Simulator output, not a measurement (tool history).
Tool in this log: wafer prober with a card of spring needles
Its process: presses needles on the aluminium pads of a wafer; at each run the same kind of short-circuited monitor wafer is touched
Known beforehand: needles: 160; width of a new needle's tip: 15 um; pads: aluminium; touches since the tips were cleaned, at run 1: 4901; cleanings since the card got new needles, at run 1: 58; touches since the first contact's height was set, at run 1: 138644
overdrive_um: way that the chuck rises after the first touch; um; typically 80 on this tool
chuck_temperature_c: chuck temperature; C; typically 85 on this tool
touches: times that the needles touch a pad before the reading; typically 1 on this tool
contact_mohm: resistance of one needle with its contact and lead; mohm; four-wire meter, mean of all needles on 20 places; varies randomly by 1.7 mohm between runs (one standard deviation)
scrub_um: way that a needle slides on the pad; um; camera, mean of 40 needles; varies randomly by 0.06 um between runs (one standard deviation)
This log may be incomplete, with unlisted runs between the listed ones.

run	day	overdrive_um	chuck_temperature_c	touches	touches since the tips were cleaned	cleanings since the card got new needles	touches since the first contact's height was set	contact_mohm	scrub_um
1	0	80	85	1	4901	58	138644	180	12.64
# day 0.383: tips cleaned on abrasive film
2	0.954	80	85	1	4517	59	146128	179	12.58
# day 1.325: tips cleaned on abrasive film
# day 1.658: height of the first contact set anew
# day 2.225: tips cleaned on abrasive film
3	2.225	80	85	1	0	61	4420	178	12.6
# day 3.125: tips cleaned on abrasive film
4	3.225	80	85	1	773	62	12257	180	12.61
# day 4.071: tips cleaned on abrasive film
# day 5.092: tips cleaned on abrasive film
5	5.188	80	85	1	742	64	27614	177	12.64
# day 6.133: tips cleaned on abrasive film
6	6.529	80	85	1	3115	65	38131	181	12.69
# day 7.142: tips cleaned on abrasive film
# day 7.996: tips cleaned on abrasive film
7	8.217	80	85	1	1758	67	51353	180	12.57
# day 8.967: tips cleaned on abrasive film
8	9.471	80	85	1	3990	68	61185	180	12.57
# day 9.967: tips cleaned on abrasive film
# day 10.838: tips cleaned on abrasive film
9	10.838	80	85	2	0	70	71846	182	12.6
# day 11.696: tips cleaned on abrasive film
10	11.95	80	85	2	2029	71	80582	181	12.59
# day 12.683: tips cleaned on abrasive film
# day 13.583: tips cleaned on abrasive film
11	14.271	80	72	2	5421	73	98757	178	12.57
# day 14.475: tips cleaned on abrasive film
# day 15.404: tips cleaned on abrasive film
12	15.783	64	35	2	2960	75	110568	172	10.08
# day 16.283: tips cleaned on abrasive film
13	17.033	64	35	2	5869	76	120359	172	10.05
# day 17.15: tips cleaned on abrasive film
14	17.979	64	37	3	6537	77	127789	175	10.04
# day 18.196: tips cleaned on abrasive film
# day 19.158: tips cleaned on abrasive film
15	19.208	64	37	3	392	79	137389	174	10.08

Run 16, settings as shown, results not yet in. Your forecast:
# day 20.125: tips cleaned on abrasive film
16	20.454	80	46	1	2593	80	147155	?	?

Run 16 yielded contact_mohm 173 mohm, scrub_um 12.62 um.
Without the tool's hidden state the same run would have given contact_mohm 173 mohm, scrub_um 12.63 um.
